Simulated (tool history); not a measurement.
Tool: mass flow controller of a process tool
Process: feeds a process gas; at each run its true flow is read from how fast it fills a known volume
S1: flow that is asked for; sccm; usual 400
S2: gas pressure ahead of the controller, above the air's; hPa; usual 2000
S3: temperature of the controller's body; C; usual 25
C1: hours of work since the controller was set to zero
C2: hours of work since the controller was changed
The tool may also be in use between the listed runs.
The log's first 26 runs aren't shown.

At hour 8817.4: controller exchanged for a calibrated one.
Run 27, hour 8911.9: usual settings but S2 1720 hPa, S3 21 C; C1 76; C2 76. Result: true flow (%) 99.41.
Run 28, hour 9176.9: usual settings but S1 214 sccm, S2 2620 hPa; C1 287; C2 287. Result: true flow (%) 98.85.
Run 29, hour 9623.4: usual settings but S1 214 sccm, S2 2620 hPa; C1 644; C2 644. Result: true flow (%) 98.87.
Run 30, hour 9848.8: usual settings but S1 214 sccm, S2 2620 hPa, S3 37 C; C1 824; C2 824. Result: true flow (%) 99.15.
Run 31, hour 10072.2: usual settings but S1 154 sccm, S2 2100 hPa, S3 38 C; C1 1003; C2 1003. Result: true flow (%) 98.41.
Run 32, hour 10451.9: usual settings but S1 154 sccm, S2 2100 hPa, S3 38 C; C1 1307; C2 1307. Result: true flow (%) 98.45.
Run 33, hour 10675.3: usual settings but S1 154 sccm, S2 2100 hPa, S3 38 C; C1 1485; C2 1485. Result: true flow (%) 98.36.
Run 34, hour 10992.7: usual settings but S1 51 sccm, S3 24 C; C1 1739; C2 1739. Result: true flow (%) 96.12.
Run 35, hour 11361.6: usual settings but S1 83 sccm, S2 1500 hPa; C1 2034; C2 2034. Result: true flow (%) 96.69.
Run 36, hour 11582.7: usual settings but S1 83 sccm, S2 1500 hPa; C1 2210; C2 2210. Result: true flow (%) 96.66.
Run 37, hour 11886.1: usual settings but S1 83 sccm, S2 1500 hPa; C1 2453; C2 2453. Result: true flow (%) 96.52.
Run 38, hour 12281.2: usual settings but S2 2500 hPa; C1 2769; C2 2769. Result: true flow (%) 99.90.
Run 39, hour 12648.6: usual settings but S1 115 sccm, S2 2430 hPa; C1 3063; C2 3063. Result: true flow (%) 97.58.
Run 40, hour 13018.9: usual settings but S2 2250 hPa, S3 32 C; C1 3358; C2 3358. Result: true flow (%) 100.16.
Run 41, hour 13225.9: usual settings but S2 2250 hPa, S3 32 C; C1 3524; C2 3524. Result: true flow (%) 100.39.
Run 42, hour 13536.3: usual settings but S1 59 sccm, S2 2120 hPa, S3 37 C; C1 3772; C2 3772. Result: true flow (%) 96.03.
Run 43, hour 14018.9: usual settings; C1 4158; C2 4158. Result: true flow (%) 99.87.
Run 44, hour 14450.5: usual settings but S1 85 sccm, S2 2220 hPa, S3 22 C; C1 4503; C2 4503. Result: true flow (%) 96.18.
Run 45, hour 14864.7: usual settings but S1 192 sccm, S2 2510 hPa, S3 40 C; C1 4834; C2 4834. Result: true flow (%) 98.76.
Run 46, hour 15309.6: usual settings but S3 27 C; C1 5190; C2 5190. Result: true flow (%) 99.88.

5 ways to go on from here, each from the tool as it stands after run 46. What would each give?
Run A, hour 15699.6: usual settings but S2 2140 hPa, S3 27 C; C1 5501; C2 5501. Result: true flow (%) ?.
Run B, hour 15699.6: usual settings but S1 92 sccm, S3 26 C; C1 5501; C2 5501. Result: true flow (%) ?.
Run C, hour 15699.6: usual settings but S2 1450 hPa, S3 22 C; C1 5501; C2 5501. Result: true flow (%) ?.
Run D, hour 15699.6: usual settings but S2 1890 hPa, S3 27 C; C1 5501; C2 5501. Result: true flow (%) ?.
Run E, hour 15699.6: usual settings but S1 146 sccm, S2 2560 hPa, S3 27 C; C1 5501; C2 5501. Result: true flow (%) ?.

run  true flow (%)
  A         100.02
  B          96.18
  C          99.46
  D          99.91
  E          97.66
Without the tool's hidden state the same runs would have given:
run  true flow (%)
  A          99.55
  B          97.70
  C          99.00
  D          99.44
  E          98.23
